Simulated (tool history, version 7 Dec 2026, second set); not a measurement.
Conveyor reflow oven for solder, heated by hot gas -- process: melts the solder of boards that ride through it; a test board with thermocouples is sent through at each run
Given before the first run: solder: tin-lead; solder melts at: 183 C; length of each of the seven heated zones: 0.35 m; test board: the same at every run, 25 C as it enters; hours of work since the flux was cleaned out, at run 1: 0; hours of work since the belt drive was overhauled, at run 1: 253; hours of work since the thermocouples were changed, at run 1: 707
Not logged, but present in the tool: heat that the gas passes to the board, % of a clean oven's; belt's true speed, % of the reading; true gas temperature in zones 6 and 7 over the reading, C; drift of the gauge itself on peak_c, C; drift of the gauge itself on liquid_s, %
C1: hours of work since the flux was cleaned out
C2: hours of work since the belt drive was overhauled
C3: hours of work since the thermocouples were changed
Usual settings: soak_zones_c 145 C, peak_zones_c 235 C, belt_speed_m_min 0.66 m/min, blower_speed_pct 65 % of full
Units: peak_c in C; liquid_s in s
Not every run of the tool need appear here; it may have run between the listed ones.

Run 1, hour 0: usual settings; C1 0; C2 253; C3 707. Result: peak_c 218.6 C, liquid_s 50.4 s.
Run 2, hour 45.1: usual settings; C1 25; C2 278; C3 732. Result: peak_c 218.7 C, liquid_s 49.9 s.
Run 3, hour 106: usual settings; C1 58; C2 311; C3 765. Result: peak_c 219.2 C, liquid_s 50.7 s.
Run 4, hour 166.7: usual settings but belt_speed_m_min 0.553 m/min; C1 91; C2 344; C3 798. Result: peak_c 223.2 C, liquid_s 64.3 s.
Run 5, hour 216: usual settings but blower_speed_pct 86 % of full; C1 118; C2 371; C3 825. Result: peak_c 223.8 C, liquid_s 53.7 s.
Run 6, hour 279: usual settings but blower_speed_pct 86 % of full; C1 152; C2 406; C3 859. Result: peak_c 223.9 C, liquid_s 53.7 s.
Run 7, hour 341.2: usual settings but belt_speed_m_min 0.568 m/min; C1 186; C2 440; C3 893. Result: peak_c 222.6 C, liquid_s 62.4 s.
Run 8, hour 386.7: usual settings but blower_speed_pct 56 % of full; C1 211; C2 464; C3 918. Result: peak_c 215 C, liquid_s 47.6 s.
At hour 450.4: flux residue cleaned out of gas plates and filters.
Run 9, hour 461.2: usual settings but peak_zones_c 243 C, blower_speed_pct 56 % of full; C1 6; C2 502; C3 956. Result: peak_c 222 C, liquid_s 52.2 s.
Run 10, hour 526.5: usual settings but peak_zones_c 243 C, blower_speed_pct 56 % of full; C1 42; C2 538; C3 992. Result: peak_c 222.6 C, liquid_s 51.9 s.
Run 11, hour 597.4: usual settings but belt_speed_m_min 0.607 m/min; C1 80; C2 577; C3 1030. Result: peak_c 221.3 C, liquid_s 56.4 s.
Run 12, hour 641.6: usual settings but belt_speed_m_min 0.607 m/min; C1 104; C2 601; C3 1054. Result: peak_c 220.8 C, liquid_s 57.3 s.
At hour 691.8: thermocouples of zones 6 and 7 changed.
Run 13, hour 703.4: usual settings but peak_zones_c 244 C; C1 137; C2 633; C3 6. Result: peak_c 226.3 C, liquid_s 54.9 s.
Run 14, hour 735.3: usual settings but peak_zones_c 244 C; C1 154; C2 651; C3 24. Result: peak_c 226.5 C, liquid_s 54.5 s.
Run 15, hour 780.5: usual settings but soak_zones_c 142 C; C1 179; C2 676; C3 48. Result: peak_c 217.6 C, liquid_s 49.2 s.
Run 16, hour 821.4: usual settings but soak_zones_c 142 C; C1 201; C2 698; C3 71. Result: peak_c 217.8 C, liquid_s 49.5 s.
Run 17, hour 887.2: usual settings but soak_zones_c 157 C, peak_zones_c 248 C, belt_speed_m_min 0.673 m/min; C1 237; C2 734; C3 107. Result: peak_c 231.5 C, liquid_s 60 s.
At hour 905.3: flux residue cleaned out of gas plates and filters.
Run 18, hour 938.7: usual settings but peak_zones_c 239 C; C1 18; C2 759; C3 132. Result: peak_c 222.2 C, liquid_s 52.3 s.
Run 19, hour 979.5: usual settings but blower_speed_pct 73 % of full; C1 41; C2 782; C3 154. Result: peak_c 221.2 C, liquid_s 52 s.
Run 20, hour 1015.9: usual settings but blower_speed_pct 73 % of full; C1 60; C2 801; C3 174. Result: peak_c 221.5 C, liquid_s 51.8 s.
Run 21, hour 1049.4: usual settings but blower_speed_pct 73 % of full; C1 79; C2 820; C3 193. Result: peak_c 220.8 C, liquid_s 52.3 s.
Run 22, hour 1090.9: usual settings but blower_speed_pct 73 % of full; C1 101; C2 842; C3 215. Result: peak_c 221.1 C, liquid_s 51.8 s.
Run 23, hour 1141.3: usual settings but soak_zones_c 160 C, peak_zones_c 225 C, belt_speed_m_min 0.585 m/min; C1 129; C2 870; C3 243. Result: peak_c 215.9 C, liquid_s 62.5 s.
Run 24, hour 1183.1: usual settings but soak_zones_c 133 C, peak_zones_c 250 C, belt_speed_m_min 0.751 m/min, blower_speed_pct 64 % of full; C1 152; C2 893; C3 266. Result: peak_c 223.6 C, liquid_s 43.2 s.
Run 25, hour 1259.8: usual settings but soak_zones_c 133 C, peak_zones_c 250 C, belt_speed_m_min 0.751 m/min, blower_speed_pct 64 % of full; C1 194; C2 935; C3 307. Result: peak_c 223.8 C, liquid_s 43.2 s.
Run 26, hour 1311: usual settings but soak_zones_c 133 C, peak_zones_c 250 C, belt_speed_m_min 0.623 m/min, blower_speed_pct 64 % of full; C1 221; C2 962; C3 335. Result: peak_c 231 C, liquid_s 57.3 s.
At hour 1359.2: flux residue cleaned out of gas plates and filters.
Run 27, hour 1391: usual settings but peak_zones_c 237 C, blower_speed_pct 59 % of full; C1 17; C2 1003; C3 376. Result: peak_c 218.5 C, liquid_s 50 s.
Run 28, hour 1442.2: usual settings but peak_zones_c 237 C, blower_speed_pct 59 % of full; C1 45; C2 1031; C3 404. Result: peak_c 218.6 C, liquid_s 49.8 s.
Run 29, hour 1492.1: usual settings but soak_zones_c 157 C, peak_zones_c 231 C, belt_speed_m_min 0.551 m/min; C1 73; C2 1059; C3 432. Result: peak_c 220.8 C, liquid_s 68.9 s.
Run 30, hour 1556.8: usual settings but soak_zones_c 159 C, blower_speed_pct 81 % of full; C1 108; C2 1094; C3 467. Result: peak_c 225.3 C, liquid_s 59.3 s.
Run 31, hour 1601.8: usual settings but soak_zones_c 159 C, blower_speed_pct 78 % of full; C1 132; C2 1119; C3 491. Result: peak_c 224.4 C, liquid_s 59.1 s.
Run 32, hour 1665.9: usual settings but soak_zones_c 139 C, blower_speed_pct 69 % of full; C1 167; C2 1154; C3 526. Result: peak_c 218.5 C, liquid_s 48.5 s.

3 options for the next run, each taken on its own from the tool as it stands now. Forecast them:
Run A, hour 1741.5: usual settings but soak_zones_c 158 C, blower_speed_pct 62 % of full; C1 209; C2 1195; C3 568. Result: peak_c ?, liquid_s ?.
Run B, hour 1741.5: usual settings but soak_zones_c 146 C, blower_speed_pct 77 % of full; C1 209; C2 1195; C3 568. Result: peak_c ?, liquid_s ?.
Run C, hour 1741.5: usual settings but peak_zones_c 248 C, belt_speed_m_min 0.711 m/min; C1 209; C2 1195; C3 568. Result: peak_c ?, liquid_s ?.

run  peak_c  liquid_s
  A   220.3        56
  B   222.4        53
  C   227.1        51
Had the tool no hidden state, the same runs would have come out as:
run  peak_c  liquid_s
  A   220.4      55.9
  B   222.5        53
  C   227.2        51

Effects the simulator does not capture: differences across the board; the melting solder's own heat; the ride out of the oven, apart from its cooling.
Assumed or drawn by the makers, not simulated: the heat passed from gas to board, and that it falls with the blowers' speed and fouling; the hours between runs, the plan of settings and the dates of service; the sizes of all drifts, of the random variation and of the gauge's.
